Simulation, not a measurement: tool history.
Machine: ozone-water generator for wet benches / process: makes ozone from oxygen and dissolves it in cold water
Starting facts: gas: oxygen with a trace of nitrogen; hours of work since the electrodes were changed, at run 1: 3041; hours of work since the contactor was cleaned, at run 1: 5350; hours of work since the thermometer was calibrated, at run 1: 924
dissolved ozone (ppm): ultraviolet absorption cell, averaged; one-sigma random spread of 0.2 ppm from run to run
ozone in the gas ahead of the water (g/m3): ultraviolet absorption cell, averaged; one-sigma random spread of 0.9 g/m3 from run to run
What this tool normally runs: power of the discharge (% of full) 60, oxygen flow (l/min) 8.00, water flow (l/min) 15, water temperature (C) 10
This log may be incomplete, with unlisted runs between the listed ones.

run    hour  power of the discharge (% of full)  oxygen flow (l/min)  water flow (l/min)  water temperature (C)  hours of work since the electrodes were changed  hours of work since the contactor was cleaned  hours of work since the thermometer was calibrated  dissolved ozone (ppm)  ozone in the gas ahead of the water (g/m3)
  1     0.0                                  60                 8.00                  15                     10                                             3041                                           5350                                                 924                   25.7                                       141.6
  2    92.3                                  60                 8.00                  15                     10                                             3104                                           5413                                                 986                   26.0                                       141.5
  3   166.4                                  60                 8.00                  15                     10                                             3154                                           5463                                                1037                   25.5                                       142.4
  4   266.5                                  60                 8.00                  15                     10                                             3222                                           5531                                                1105                   25.6                                       141.9
  5   384.2                                  60                 8.00                  15                     10                                             3302                                           5611                                                1185                   25.8                                       140.4
  6   510.3                                  60                 8.00                  15                     10                                             3388                                           5697                                                1271                   25.6                                       142.9
  7   571.0                                  60                 8.00                  15                     10                                             3429                                           5738                                                1312                   25.4                                       142.7
  8   649.8                                  60                 8.00                  15                     10                                             3483                                           5792                                                1365                   25.4                                       141.1
  9   711.0                                  60                 8.00                  15                     10                                             3524                                           5833                                                1407                   25.4                                       142.9
 10   822.0                                  60                 8.00                  15                     10                                             3600                                           5909                                                1482                   25.4                                       141.4
      885.0  -- contactor cleaned
 11   940.6                                  60                 8.00                  19                     10                                             3678                                             38                                                1560                   22.9                                       140.7
 12  1030.6                                  60                 8.00                  19                     10                                             3739                                             99                                                1621                   23.2                                       139.8
 13  1118.0                                  60                 8.00                  19                     10                                             3798                                            158                                                1681                   23.0                                       139.7
 14  1195.8                                  60                 8.00                  19                     10                                             3851                                            211                                                1734                   22.9                                       140.3
 15  1315.3                                  60                 8.00                  15                     10                                             3932                                            292                                                1815                   27.1                                       141.0
 16  1395.8                                  60                 8.00                  15                     10                                             3987                                            347                                                1869                   27.0                                       139.9
 17  1496.7                                  60                 8.00                  15                     10                                             4055                                            416                                                1938                   27.0                                       139.7
 18  1609.1                                  60                 6.36                  15                     10                                             4132                                            492                                                2014                   28.2                                       161.7
 19  1672.9                                  62                 5.88                  15                     10                                             4175                                            535                                                2058                   28.6                                       172.9
 20  1764.8                                  62                 5.88                  15                     10                                             4238                                            598                                                2120                   28.6                                       173.5
 21  1838.6                                  86                14.39                  15                     10                                             4288                                            648                                                2170                   28.6                                       118.5
 22  1917.2                                  60                 7.42                  15                     16                                             4341                                            701                                                2224                   24.5                                       146.6
 23  1992.8                                  60                 7.42                  15                     16                                             4392                                            753                                                2275                   24.5                                       147.5
 24  2091.1                                  60                 4.12                  12                     10                                             4459                                            819                                                2342                   34.3                                       211.0
     2101.8  -- water thermometer calibrated
 25  2211.6                                  60                 4.12                  13                     17                                             4541                                            901                                                  75                   29.0                                       210.1
 26  2311.8                                  60                 4.12                  13                     17                                             4609                                            969                                                 143                   29.0                                       208.8
     2325.2  -- water thermometer calibrated, once more
 27  2381.1                                  60                 6.52                  15                     10                                             4656                                           1016                                                  38                   27.4                                       159.5
 28  2477.0                                  60                 6.52                  15                     10                                             4721                                           1081                                                 103                   27.8                                       158.0
 29  2545.6                                  60                 6.52                  17                     10                                             4767                                           1128                                                 150                   25.2                                       157.0

What does the tool deliver on the next run?
 30  2619.0                                  60                 8.00                  15                      9                                             4817                                           1177                                                 200                      ?                                           ?

Run 30 gave dissolved ozone (ppm) 27.2, ozone in the gas ahead of the water (g/m3) 138.3.
The same run, on a tool lacking any hidden state, would have yielded dissolved ozone (ppm) 29.8, ozone in the gas ahead of the water (g/m3) 148.9.
